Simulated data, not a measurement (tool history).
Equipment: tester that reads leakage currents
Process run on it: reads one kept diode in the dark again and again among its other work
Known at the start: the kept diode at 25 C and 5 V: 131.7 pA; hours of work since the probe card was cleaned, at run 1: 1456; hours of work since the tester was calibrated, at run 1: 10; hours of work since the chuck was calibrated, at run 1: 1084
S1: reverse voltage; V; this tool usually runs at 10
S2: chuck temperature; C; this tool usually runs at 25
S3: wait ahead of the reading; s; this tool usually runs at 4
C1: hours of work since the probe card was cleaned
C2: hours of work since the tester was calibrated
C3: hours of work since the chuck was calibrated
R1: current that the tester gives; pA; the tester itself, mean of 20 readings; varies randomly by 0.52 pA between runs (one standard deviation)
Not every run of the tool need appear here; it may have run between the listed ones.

| run | day | S1 | S2 | S3 | C1 | C2 | C3 | R1 |
|---|---|---|---|---|---|---|---|---|
| 1 | 0 | 10 | 25 | 4 | 1456 | 10 | 1084 | 162.89 |
| 2 | 1.312 | 10 | 25 | 4 | 1472 | 26 | 1100 | 163.08 |
| 3 | 2.675 | 10 | 25 | 4 | 1489 | 43 | 1117 | 161.4 |
| 4 | 4.567 | 10 | 25 | 4 | 1512 | 66 | 1140 | 162.91 |
| 5 | 7.046 | 4.4 | 25 | 4 | 1542 | 96 | 1170 | 115.8 |
| 6 | 8.375 | 10 | 25 | 4 | 1559 | 113 | 1187 | 162.35 |
| 7 | 10.896 | 10 | 25 | 4 | 1589 | 143 | 1218 | 161.07 |
| 8 | 13.304 | 10 | 25 | 4 | 1619 | 173 | 1247 | 161.21 |
| 9 | 15.704 | 10 | 25 | 4 | 1648 | 202 | 1276 | 160.67 |
| 10 | 16.921 | 10 | 25 | 4 | 1663 | 217 | 1291 | 160.35 |
| 11 | 18.288 | 1.8 | 25 | 4 | 1680 | 234 | 1308 | 79.36 |
| 12 | 20.329 | 10 | 25 | 4 | 1705 | 259 | 1333 | 160.84 |
| 13 | 22.75 | 10 | 25 | 5.17 | 1734 | 288 | 1362 | 160.51 |
| 14 | 24.842 | 4.8 | 25 | 5.17 | 1760 | 314 | 1388 | 117.93 |
| 15 | 27.108 | 10 | 25 | 4 | 1788 | 342 | 1416 | 159.55 |
| 16 | 28.196 | 10 | 25 | 4 | 1801 | 355 | 1429 | 160.57 |
| 17 | 30.192 | 10 | 25 | 4 | 1825 | 379 | 1453 | 160.26 |
| 18 | 31.283 | 10 | 25 | 4 | 1839 | 393 | 1467 | 159.7 |
| 19 | 32.942 | 10 | 25 | 4 | 1859 | 413 | 1487 | 158.51 |
| 20 | 33.962 | 10 | 25 | 4 | 1871 | 426 | 1500 | 158.79 |
| 21 | 35.046 | 15 | 25 | 1.04 | 1885 | 439 | 1513 | 188.87 |
| 22 | 36.171 | 5.3 | 25 | 8.77 | 1898 | 452 | 1527 | 121.88 |
| 23 | 38.567 | 5.3 | 32 | 8.77 | 1928 | 482 | 1556 | 234.16 |
| 24 | 39.838 | 6.2 | 58 | 4 | 1943 | 497 | 1571 | 2326.7 |
| 25 | 41.554 | 6.6 | 58 | 0.66 | 1964 | 518 | 1592 | 2388.9 |
| 26 | 42.938 | 2.2 | 26 | 4 | 1981 | 535 | 1609 | 93.16 |
| 27 | 44.517 | 8.8 | 41 | 4 | 2000 | 555 | 1629 | 645.13 |
| 28 | 46.6 | 8.8 | 41 | 4 | 2026 | 580 | 1654 | 649.83 |
| 29 | 48.3 | 8.8 | 41 | 4 | 2047 | 601 | 1675 | 643.31 |
| 30 | 50.283 | 8.8 | 41 | 4 | 2071 | 625 | 1699 | 644.7 |
| 31 | 51.967 | 18 | 51 | 4 | 2092 | 646 | 1720 | 2016.19 |
| 32 | 53.388 | 18 | 51 | 4 | 2109 | 663 | 1737 | 2006.94 |
| 33 | 54.608 | 18 | 51 | 4 | 2124 | 678 | 1752 | 2009.68 |
| 34 | 56.412 | 3.9 | 25 | 1.34 | 2146 | 700 | 1774 | 105.95 |
| 35 | 58.612 | 10 | 30 | 2.35 | 2173 | 727 | 1801 | 249.95 |
| 36 | 60.3 | 10 | 30 | 2.35 | 2193 | 748 | 1822 | 248.68 |
| 37 | 62.167 | 1.6 | 21 | 7.83 | 2216 | 770 | 1844 | 49.37 |
| 38 | 64.233 | 1.6 | 31 | 7.83 | 2241 | 796 | 1870 | 129.27 |
| 39 | 66.104 | 5.5 | 41 | 0.33 | 2264 | 818 | 1893 | 528.05 |
| 40 | 68.608 | 10 | 34 | 1.93 | 2295 | 849 | 1923 | 357.65 |

Table of differences, measured result less the result of that run with no hidden state. Run-to-run variation is the same in both. Gauge scatter possibly is not:
Unlogged tool condition in this case: stray current of the dirty probe card, pA a volt; current scale over the true one, %; true chuck temperature over the reading, C; drift of the gauge itself on leakage_pa, %.
| run | R1 |
|---|---|
| 1 | -11.45 |
| 2 | -11.62 |
| 3 | -11.65 |
| 4 | -11.98 |
| 5 | -9.8 |
| 6 | -12.4 |
| 7 | -12.61 |
| 8 | -12.89 |
| 9 | -13.16 |
| 10 | -13.26 |
| 11 | -8.01 |
| 12 | -13.71 |
| 13 | -13.98 |
| 14 | -11.64 |
| 15 | -14.41 |
| 16 | -14.63 |
| 17 | -14.83 |
| 18 | -14.95 |
| 19 | -15.02 |
| 20 | -15.17 |
| 21 | -16.57 |
| 22 | -13.04 |
| 23 | -26.61 |
| 24 | -243.95 |
| 25 | -253.31 |
| 26 | -11.38 |
| 27 | -74.61 |
| 28 | -76.26 |
| 29 | -76.43 |
| 30 | -77.7 |
| 31 | -234.42 |
| 32 | -235.67 |
| 33 | -238.01 |
| 34 | -13.54 |
| 35 | -30.71 |
| 36 | -30.9 |
| 37 | -6.94 |
| 38 | -18.52 |
| 39 | -71.67 |
| 40 | -48.07 |
